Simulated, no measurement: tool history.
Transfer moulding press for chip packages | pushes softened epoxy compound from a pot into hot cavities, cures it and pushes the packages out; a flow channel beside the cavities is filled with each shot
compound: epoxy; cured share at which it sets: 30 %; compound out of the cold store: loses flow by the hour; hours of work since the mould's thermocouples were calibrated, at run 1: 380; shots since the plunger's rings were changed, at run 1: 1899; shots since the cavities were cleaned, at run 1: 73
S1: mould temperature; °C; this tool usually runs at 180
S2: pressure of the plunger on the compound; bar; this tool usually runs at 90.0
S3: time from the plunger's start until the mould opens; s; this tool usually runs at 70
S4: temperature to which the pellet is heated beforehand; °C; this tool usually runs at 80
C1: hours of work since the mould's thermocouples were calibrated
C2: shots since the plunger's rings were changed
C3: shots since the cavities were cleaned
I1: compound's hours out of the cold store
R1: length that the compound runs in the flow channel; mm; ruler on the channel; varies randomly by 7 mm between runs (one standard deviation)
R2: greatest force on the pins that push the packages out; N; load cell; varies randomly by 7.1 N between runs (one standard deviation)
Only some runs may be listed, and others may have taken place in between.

run     day   S1    S2   S3  S4   C1    C2   C3    I1   R1   R2
  1   0.000  180  90.0   70  80  380  1899   73  46.4  751  330
  2   1.371  180  90.0   70  75  402  2387  561  34.7  780  489
      1.692  -- cavities cleaned with cleaning compound and waxed
  3   2.954  180  90.0   70  75  427  2928  449   9.3  851  479
      3.575  -- cavities cleaned with cleaning compound and waxed
  4   3.842  187  90.0   70  80  440  3223   96  47.3  709  246
      4.358  -- mould's thermocouples calibrated
  5   5.333  187  82.1   70  80   16  3724  597  19.8  756  315
      5.479  -- cavities cleaned with cleaning compound and waxed
  6   6.342  187  70.7   70  80   31  4061  307  29.6  683  283
      7.283  -- cavities cleaned with cleaning compound and waxed
  7   8.054  187  70.7   70  80   58  4648  275  33.2  666  274
      9.192  -- cavities cleaned with cleaning compound and waxed
  8   9.196  180  90.0   70  80   76  5032    1  31.7  762  312
  9  10.325  180  90.0   70  80   94  5434  403  18.6  814  435
     11.042  -- cavities cleaned with cleaning compound and waxed
 10  12.296  180  90.0   70  80  125  6113  445  40.8  733  417
     12.821  -- cavities cleaned with cleaning compound and waxed
 11  13.371  180  90.0   70  80  142  6474  196  20.4  787  388
     13.567  -- plunger's sealing rings changed
 12  14.279  180  90.0   70  80  155   255  483  41.1  784  408
     14.775  -- cavities cleaned with cleaning compound and waxed
 13  16.254  180  90.0   70  80  186   935  527  37.7  780  434
     16.708  -- cavities cleaned with cleaning compound and waxed
 14  17.271  180  90.0   70  80  202  1276  202  15.7  845  384
     18.500  -- cavities cleaned with cleaning compound and waxed
 15  18.538  186  99.8   94  78  222  1704   14  22.4  862  192
 16  19.654  186  88.3   94  83  240  2101  411  31.1  765  251
     20.275  -- cavities cleaned with cleaning compound and waxed
 17  21.375  186  88.3   94  83  267  2692  392  25.1  789  243
     22.112  -- cavities cleaned with cleaning compound and waxed
 18  22.700  186  88.3   59  83  287  3142  210  30.7  764  413
     23.954  -- cavities cleaned with cleaning compound and waxed
 19  24.175  173  96.0   70  80  310  3644   79  21.1  842  576
 20  25.250  173  96.0   70  80  328  4027  462  27.4  838  712
     25.783  -- cavities cleaned with cleaning compound and waxed
 21  27.221  175  76.7   70  81  359  4707  512  27.8  731  611
     27.658  -- cavities cleaned with cleaning compound and waxed
 22  28.138  178  68.2   70  80  373  5011  171  12.8  731  461
     29.546  -- cavities cleaned with cleaning compound and waxed
 23  29.808  184  72.8  100  87  399  5583   93  43.1  649  200
 24  30.767  184  72.8  100  87  415  5924  434  28.7  669  248
     31.392  -- cavities cleaned with cleaning compound and waxed
 25  31.879  184  72.8  100  87  432  6298  173  30.5  673  221
     32.604  -- plunger's sealing rings changed
     33.075  -- mould's thermocouples calibrated
 26  33.204  175  84.7  100  87    2   184  577  17.6  846  304
     33.517  -- cavities cleaned with cleaning compound and waxed
 27  34.300  175  84.7  100  87   19   553  279  25.2  815  272

Each row is a separate what-if for the run after 27, all from the same tool condition, not one after another. Results?
     35.371  -- cavities cleaned with cleaning compound and waxed
  A  35.446  182  90.0   70  80  37  938  26  13.7   ?   ?
     35.371  -- cavities cleaned with cleaning compound and waxed
  B  35.446  175  95.2  100  87  37  938  26  45.4   ?   ?
     35.371  -- cavities cleaned with cleaning compound and waxed
  C  35.446  180  90.0   59  80  37  938  26  24.8   ?   ?
     35.371  -- cavities cleaned with cleaning compound and waxed
  D  35.446  175  84.7   64  87  37  938  26  35.9   ?   ?

run   R1   R2
  A  857  284
  B  800  212
  C  822  507
  D  766  555
With the hidden condition removed and each run's random variation left untouched, the same runs would have given:
run   R1   R2
  A  866  261
  B  809  197
  C  830  468
  D  774  512

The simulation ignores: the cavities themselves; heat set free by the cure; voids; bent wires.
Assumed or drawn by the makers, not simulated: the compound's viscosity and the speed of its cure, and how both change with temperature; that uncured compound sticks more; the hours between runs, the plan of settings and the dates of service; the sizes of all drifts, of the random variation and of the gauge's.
